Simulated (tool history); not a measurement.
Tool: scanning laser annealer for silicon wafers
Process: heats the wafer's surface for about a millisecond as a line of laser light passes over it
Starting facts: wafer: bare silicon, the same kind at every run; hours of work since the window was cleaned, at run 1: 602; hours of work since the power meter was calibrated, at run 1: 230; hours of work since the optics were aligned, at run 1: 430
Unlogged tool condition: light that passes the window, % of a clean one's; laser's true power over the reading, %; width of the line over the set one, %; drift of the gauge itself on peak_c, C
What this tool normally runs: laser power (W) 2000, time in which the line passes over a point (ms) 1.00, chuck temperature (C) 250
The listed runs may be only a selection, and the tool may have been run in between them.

run	hour	laser power (W)	time in which the line passes over a point (ms)	chuck temperature (C)	hours of work since the window was cleaned	hours of work since the power meter was calibrated	hours of work since the optics were aligned	highest temperature of the surface (C)
1	0.0	2000	1.00	250	602	230	430	992
2	31.3	2000	1.00	250	620	248	448	994
3	57.2	2000	1.00	250	635	263	463	990
4	86.1	2000	0.71	250	651	280	480	881
5	109.4	2000	0.99	250	665	293	493	988
6	145.9	1930	0.99	250	686	314	514	959
7	175.0	1930	0.99	250	702	331	531	959
8	206.3	1783	0.72	226	720	349	549	784
9	241.0	1783	0.72	226	740	369	569	785
10	274.6	2000	1.00	212	759	388	588	953
11	295.2	2000	1.06	250	771	400	600	1008

Here are 5 independent what-if runs from the current tool condition. What would each one return?
# hour 308.2: window over the wafer cleaned
A	314.3	2187	1.00	242	3	409	610	?
# hour 308.2: window over the wafer cleaned
B	314.3	1895	1.00	233	3	409	610	?
# hour 308.2: window over the wafer cleaned
C	314.3	1846	0.75	250	3	409	610	?
# hour 308.2: window over the wafer cleaned
D	314.3	1967	0.83	235	3	409	610	?
# hour 308.2: window over the wafer cleaned
E	314.3	2000	0.96	244	3	409	610	?

run	highest temperature of the surface (C)
A	1060
B	932
C	843
D	902
E	972
Stripped of hidden state, with their random variation kept, the same runs would have yielded:
run	highest temperature of the surface (C)
A	1060
B	932
C	843
D	902
E	972

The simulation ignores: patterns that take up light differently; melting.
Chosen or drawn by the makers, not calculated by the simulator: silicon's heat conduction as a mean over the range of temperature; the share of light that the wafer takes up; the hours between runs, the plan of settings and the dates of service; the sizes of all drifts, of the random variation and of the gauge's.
